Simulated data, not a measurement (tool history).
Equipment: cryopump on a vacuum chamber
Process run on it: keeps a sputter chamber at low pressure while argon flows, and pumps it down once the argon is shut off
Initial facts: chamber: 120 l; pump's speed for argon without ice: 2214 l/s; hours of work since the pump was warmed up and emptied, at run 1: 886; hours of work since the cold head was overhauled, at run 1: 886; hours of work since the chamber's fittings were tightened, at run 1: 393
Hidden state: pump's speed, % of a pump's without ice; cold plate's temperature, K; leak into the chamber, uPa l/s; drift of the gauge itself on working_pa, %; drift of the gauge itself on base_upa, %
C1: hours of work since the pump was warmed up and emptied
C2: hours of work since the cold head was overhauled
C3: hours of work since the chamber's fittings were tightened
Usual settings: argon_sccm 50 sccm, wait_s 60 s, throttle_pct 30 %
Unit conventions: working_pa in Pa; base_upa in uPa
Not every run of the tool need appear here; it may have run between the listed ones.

Run 1, hour 0.0: usual settings; C1 886; C2 886; C3 393. Result: working_pa 0.1374 Pa, base_upa 1.43 uPa.
Run 2, hour 56.7: usual settings but argon_sccm 92 sccm; C1 928; C2 928; C3 435. Result: working_pa 0.2547 Pa, base_upa 1.39 uPa.
Run 3, hour 103.2: usual settings but argon_sccm 58 sccm; C1 962; C2 962; C3 470. Result: working_pa 0.1605 Pa, base_upa 1.50 uPa.
Run 4, hour 166.9: usual settings but argon_sccm 61 sccm; C1 1009; C2 1009; C3 517. Result: working_pa 0.1717 Pa, base_upa 1.58 uPa.
At hour 218.5: pump warmed up, emptied and cooled again.
Run 5, hour 236.7: usual settings but argon_sccm 32 sccm; C1 13; C2 1058; C3 565. Result: working_pa 0.0821 Pa, base_upa 1.43 uPa.
Run 6, hour 270.0: usual settings but argon_sccm 32 sccm; C1 38; C2 1082; C3 590. Result: working_pa 0.0819 Pa, base_upa 1.47 uPa.
Run 7, hour 313.8: usual settings but argon_sccm 32 sccm; C1 71; C2 1115; C3 623. Result: working_pa 0.0819 Pa, base_upa 1.42 uPa.
Run 8, hour 373.4: usual settings but argon_sccm 32 sccm; C1 115; C2 1159; C3 667. Result: working_pa 0.0825 Pa, base_upa 1.50 uPa.
Run 9, hour 431.6: usual settings but argon_sccm 32 sccm, wait_s 102 s; C1 158; C2 1202; C3 710. Result: working_pa 0.0821 Pa, base_upa 1.25 uPa.
Run 10, hour 487.5: usual settings but argon_sccm 32 sccm, wait_s 102 s; C1 200; C2 1244; C3 752. Result: working_pa 0.0846 Pa, base_upa 1.27 uPa.
Run 11, hour 555.3: usual settings but argon_sccm 32 sccm, wait_s 102 s; C1 250; C2 1294; C3 802. Result: working_pa 0.0829 Pa, base_upa 1.34 uPa.
Run 12, hour 590.4: usual settings but argon_sccm 32 sccm, wait_s 102 s, throttle_pct 32 %; C1 276; C2 1320; C3 828. Result: working_pa 0.0789 Pa, base_upa 1.33 uPa.
Run 13, hour 654.7: usual settings but argon_sccm 24 sccm, wait_s 25 s, throttle_pct 50 %; C1 324; C2 1368; C3 876. Result: working_pa 0.0383 Pa, base_upa 2.86 uPa.
Run 14, hour 706.6: usual settings but argon_sccm 61 sccm, wait_s 25 s, throttle_pct 50 %; C1 362; C2 1406; C3 914. Result: working_pa 0.0990 Pa, base_upa 2.84 uPa.
Run 15, hour 749.6: usual settings but argon_sccm 61 sccm, wait_s 25 s, throttle_pct 50 %; C1 394; C2 1438; C3 946. Result: working_pa 0.0971 Pa, base_upa 2.94 uPa.
Run 16, hour 819.9: usual settings but argon_sccm 22 sccm, throttle_pct 36 %; C1 446; C2 1491; C3 998. Result: working_pa 0.0485 Pa, base_upa 1.90 uPa.

What does the tool deliver on the next run?
Run 17, hour 860.9: usual settings but wait_s 143 s; C1 477; C2 1521; C3 1029. Result: working_pa ?, base_upa ?.

Run 17 yielded working_pa 0.1329 Pa, base_upa 1.45 uPa.
With the hidden condition absent and the run-to-run variation left alone, this run would have shown working_pa 0.1271 Pa, base_upa 0.52 uPa.

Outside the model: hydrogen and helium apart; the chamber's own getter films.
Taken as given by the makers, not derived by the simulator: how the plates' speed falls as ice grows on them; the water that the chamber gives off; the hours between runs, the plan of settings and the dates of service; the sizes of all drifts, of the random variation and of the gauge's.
